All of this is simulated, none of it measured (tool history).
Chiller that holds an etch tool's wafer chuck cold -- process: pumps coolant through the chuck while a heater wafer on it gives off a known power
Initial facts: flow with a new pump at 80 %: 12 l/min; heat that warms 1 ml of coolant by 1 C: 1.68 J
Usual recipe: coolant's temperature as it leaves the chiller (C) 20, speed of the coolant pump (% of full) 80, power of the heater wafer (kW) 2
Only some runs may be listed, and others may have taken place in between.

run	hour	coolant's temperature as it leaves the chiller (C)	speed of the coolant pump (% of full)	power of the heater wafer (kW)	chuck's temperature once it has settled (K)	how much warmer the coolant comes back (C)
1	0	20	80	2	317.35	6.37
2	29.2	20	80	2	317.25	6.41
3	72.8	20	80	2	317.35	6.33
4	113.9	20	80	2	317.55	6.4
5	147.6	20	80	2	317.45	6.38
6	177.9	20	80	2	317.45	6.47
7	198.7	20	80	2	317.45	6.38
8	246.4	20	80	1.278	308.95	4.14
9	276.4	20	90	1.278	307.55	3.69
10	298.9	20	90	1.278	307.65	3.61
11	347.2	20	90	1.278	307.45	3.65
12	394.8	15	80	2	313.15	6.44
13	434.8	15	80	2	313.25	6.49
14	457.1	12	80	1.157	299.65	3.77
# hour 460.1: chiller's thermometer calibrated
15	489.1	21	74	1.363	312.55	4.73
16	535.6	17	80	1.353	307.45	4.34
17	555.8	17	80	1.353	307.35	4.34
18	589.3	17	80	1.353	307.55	4.41
19	637	17	80	1.353	307.55	4.4
20	658.2	15	64	2.752	330.75	11.1
21	688.3	22	85	1.395	312.45	4.24
22	717.4	17	85	2.173	316.85	6.69
# hour 733.6: chiller's thermometer calibrated, once more
23	752.1	17	85	2.173	316.65	6.68
# hour 788.2: coolant pump overhauled
24	803.5	17	85	2.173	314.95	6.12
25	851.2	20	80	2	317.25	5.95

Below are 4 alternative next runs, each starting from the tool's condition after run 25. Predict each:
A	894.3	26	62	1.928	?	?
B	894.3	16	80	2	?	?
C	894.3	14	80	2	?	?
D	894.3	11	71	1.041	?	?

run	chuck's temperature once it has settled (K)	how much warmer the coolant comes back (C)
A	328.25	7.43
B	313.45	6.03
C	311.55	5.92
D	298.15	3.46
Without the tool's unlogged condition, the same runs would have read:
run	chuck's temperature once it has settled (K)	how much warmer the coolant comes back (C)
A	322.35	7.4
B	308.55	5.99
C	306.65	5.89
D	295.35	3.44

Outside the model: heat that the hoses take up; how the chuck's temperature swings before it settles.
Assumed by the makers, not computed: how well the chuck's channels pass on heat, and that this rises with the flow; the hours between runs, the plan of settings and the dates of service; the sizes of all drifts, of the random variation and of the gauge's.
